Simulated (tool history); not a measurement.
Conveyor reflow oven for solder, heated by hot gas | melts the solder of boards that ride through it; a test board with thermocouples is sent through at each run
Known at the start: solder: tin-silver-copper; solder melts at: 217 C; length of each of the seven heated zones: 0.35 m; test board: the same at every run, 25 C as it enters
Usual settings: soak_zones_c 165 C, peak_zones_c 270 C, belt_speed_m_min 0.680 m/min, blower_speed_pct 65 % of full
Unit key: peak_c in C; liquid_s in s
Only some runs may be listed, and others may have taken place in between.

run,hour,soak_zones_c,peak_zones_c,belt_speed_m_min,blower_speed_pct,peak_c,liquid_s
1,0.0,165,270,0.680,65,253.9,45.7
2,10.6,165,270,0.680,65,254.0,46.3
3,25.8,165,262,0.680,65,248.0,42.2
4,40.5,165,270,0.583,65,258.3,57.0
5,55.3,165,270,0.680,65,254.3,46.1
6,67.0,165,270,0.680,65,253.7,45.9
7,75.7,165,270,0.680,65,254.3,45.8
8,93.0,165,265,0.680,65,249.2,43.2
# hour 101.9: flux residue cleaned out of gas plates and filters
9,107.5,165,265,0.680,65,250.1,44.2
10,117.4,165,265,0.680,65,250.5,44.1
11,132.4,165,265,0.680,65,250.2,43.8
12,148.9,165,265,0.680,65,250.1,43.9
13,166.7,165,270,0.619,65,257.3,53.0
14,179.0,165,270,0.619,65,257.4,53.5
15,196.7,156,261,0.706,65,243.1,35.5
16,206.3,156,283,0.687,65,265.5,48.4
17,217.1,164,277,0.540,69,267.2,67.4
18,234.8,165,277,0.635,68,262.6,54.4
19,243.4,177,270,0.814,65,250.2,38.5
20,255.3,162,270,0.624,65,256.3,51.3
21,267.6,165,282,0.680,65,265.3,51.1
22,282.4,165,282,0.680,65,264.6,51.3
23,294.5,165,260,0.680,87,248.3,44.4
24,312.1,156,262,0.680,50,240.5,34.0
25,325.7,173,262,0.786,77,246.0,37.6
26,336.8,160,270,0.680,80,254.6,46.8
27,349.9,165,269,0.594,80,259.4,56.8
28,361.6,165,269,0.594,80,258.7,56.9

Each row is a separate what-if for the run after 28, all from the same tool condition, not one after another. Results?
A,377.3,165,274,0.680,52,?,?
B,377.3,177,269,0.594,58,?,?
C,377.3,165,269,0.680,65,?,?

run,peak_c,liquid_s
A,253.7,45.3
B,257.5,58.4
C,252.5,45.2
Without the tool's unlogged condition, the same runs would have read:
run,peak_c,liquid_s
A,256.2,46.1
B,259.9,58.9
C,255.2,46.1
